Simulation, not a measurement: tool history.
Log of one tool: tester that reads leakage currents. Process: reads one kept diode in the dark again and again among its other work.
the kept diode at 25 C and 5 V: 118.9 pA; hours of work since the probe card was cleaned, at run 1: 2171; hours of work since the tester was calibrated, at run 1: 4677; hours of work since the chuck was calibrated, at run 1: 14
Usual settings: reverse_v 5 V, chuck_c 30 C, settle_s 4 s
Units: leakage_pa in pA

run	hour	reverse_v	chuck_c	settle_s	hours of work since the probe card was cleaned	hours of work since the tester was calibrated	hours of work since the chuck was calibrated	leakage_pa
1	0	5	30	4	2171	4677	14	208.16
2	167.2	5	30	4	2292	4798	134	204.31
3	325.9	5	30	4	2406	4912	248	199.68
# hour 492.8: probe card cleaned and baked
4	492.8	5	30	4	0	5030	367	203.11
5	655.4	5	30	4	117	5147	484	199.48
6	854.3	5	30	4	261	5291	627	195.26
7	977.4	5	30	4	349	5380	716	193.46
# hour 1093: tester calibrated
8	1103.7	5	30	4	439	8	806	186.78
9	1382.2	4.12	30	4	640	208	1006	163.77
# hour 1423.7: chuck's temperature calibrated
10	1502.9	4.12	30	4	725	294	57	190.33
11	1726.6	5	30	4	887	455	218	205.85
12	1907.6	5	30	4	1017	586	349	202.74
# hour 2015: probe card cleaned and baked, once more
13	2189.7	5	30	4	126	787	550	175.47
14	2304.2	5	30	4	209	870	633	171.52
15	2529.1	5	35	4	371	1032	795	267.07
16	2719.3	5	35	4	508	1169	932	260.22
# hour 2865.8: chuck's temperature calibrated
17	2993.9	5	35	4	704	1365	92	301.15
18	3114	5	35	4	791	1452	179	295.49
19	3340.4	19.53	35	1.97	954	1615	342	573.69
20	3481.4	19.57	52	1.09	1056	1717	444	2432.55
21	3701.1	5	30	5.61	1214	1875	602	174.54
22	3892	5	30	5.61	1352	2013	740	170.23
23	4058.6	16.96	30	4	1472	2133	860	315.27
24	4286.8	16.96	30	4	1636	2298	1025	308.16
# hour 4311.4: chuck's temperature calibrated
25	4495.9	2.27	30	4	1786	2447	133	133.4
26	4706.5	1.09	30	3.25	1938	2599	285	89.21
27	4981.7	1.07	37	4	2136	2797	483	162.19
28	5236.3	1.07	37	4	2320	2981	667	157.27
29	5397.7	1.07	38	0.88	2436	3097	783	168.45
# hour 5545.4: probe card cleaned and baked
30	5651	10.39	26	4	76	3278	964	160.19
# hour 5748.2: chuck's temperature calibrated
31	5924.9	14.11	53	4	272	3474	127	2375.74
32	6167.6	4.18	22	1.58	447	3649	302	78.61
33	6414.3	4.18	24	0.98	625	3826	480	92.35
34	6558.8	1.31	28	0.49	729	3931	584	74.35
35	6762.5	1.31	20	9.12	876	4078	731	33.23

How the hidden state differs across the entries between the runs, from the last listed run before each to the first after it:
Between runs 3 and 4: probe card cleaned and baked (hour 492.8)
  stray current of the dirty probe card, pA a volt: 2.076 -> 3.456; current scale over the true one, %: 2 -> 2.04; true chuck temperature over the reading, C: -0.38 -> -0.62
  measured less the result without the state, leakage_pa: +7.47 -> +10.26 pA
Between runs 7 and 8: tester calibrated (hour 1093)
  stray current of the dirty probe card, pA a volt: 3.753 -> 3.826; current scale over the true one, %: 2.2 -> 0.02; true chuck temperature over the reading, C: -1.27 -> -1.46
  measured less the result without the state, leakage_pa: +0.96 -> -5.87 pA
Between runs 9 and 10: chuck's temperature calibrated (hour 1423.7)
  stray current of the dirty probe card, pA a volt: 4.003 -> 4.082; current scale over the true one, %: 0.11 -> 0.14; true chuck temperature over the reading, C: -1.87 -> -0.12
  measured less the result without the state, leakage_pa: -11.86 -> +15.1 pA
Between runs 12 and 13: probe card cleaned and baked, once more (hour 2015)
  stray current of the dirty probe card, pA a volt: 4.337 -> 0.119; current scale over the true one, %: 0.26 -> 0.35; true chuck temperature over the reading, C: -0.7 -> -1.12
  measured less the result without the state, leakage_pa: +9.84 -> -18.41 pA
Between runs 16 and 17: chuck's temperature calibrated (hour 2865.8)
  stray current of the dirty probe card, pA a volt: 0.429 -> 0.593; current scale over the true one, %: 0.51 -> 0.59; true chuck temperature over the reading, C: -1.87 -> -0.39
  measured less the result without the state, leakage_pa: -44.98 -> -6.06 pA
Between runs 24 and 25: chuck's temperature calibrated (hour 4311.4)
  stray current of the dirty probe card, pA a volt: 1.373 -> 1.488; current scale over the true one, %: 0.98 -> 1.04; true chuck temperature over the reading, C: -2.32 -> -0.15
  measured less the result without the state, leakage_pa: -43.68 -> +2.91 pA
Between runs 29 and 30: probe card cleaned and baked (hour 5545.4)
  stray current of the dirty probe card, pA a volt: 2.03 -> 0.09; current scale over the true one, %: 1.31 -> 1.39; true chuck temperature over the reading, C: -1.47 -> -1.87
  measured less the result without the state, leakage_pa: -18.94 -> -28.53 pA
Between runs 30 and 31: chuck's temperature calibrated (hour 5748.2)
  stray current of the dirty probe card, pA a volt: 0.09 -> 0.24; current scale over the true one, %: 1.39 -> 1.47; true chuck temperature over the reading, C: -1.87 -> -0.4
  measured less the result without the state, leakage_pa: -28.53 -> -40 pA

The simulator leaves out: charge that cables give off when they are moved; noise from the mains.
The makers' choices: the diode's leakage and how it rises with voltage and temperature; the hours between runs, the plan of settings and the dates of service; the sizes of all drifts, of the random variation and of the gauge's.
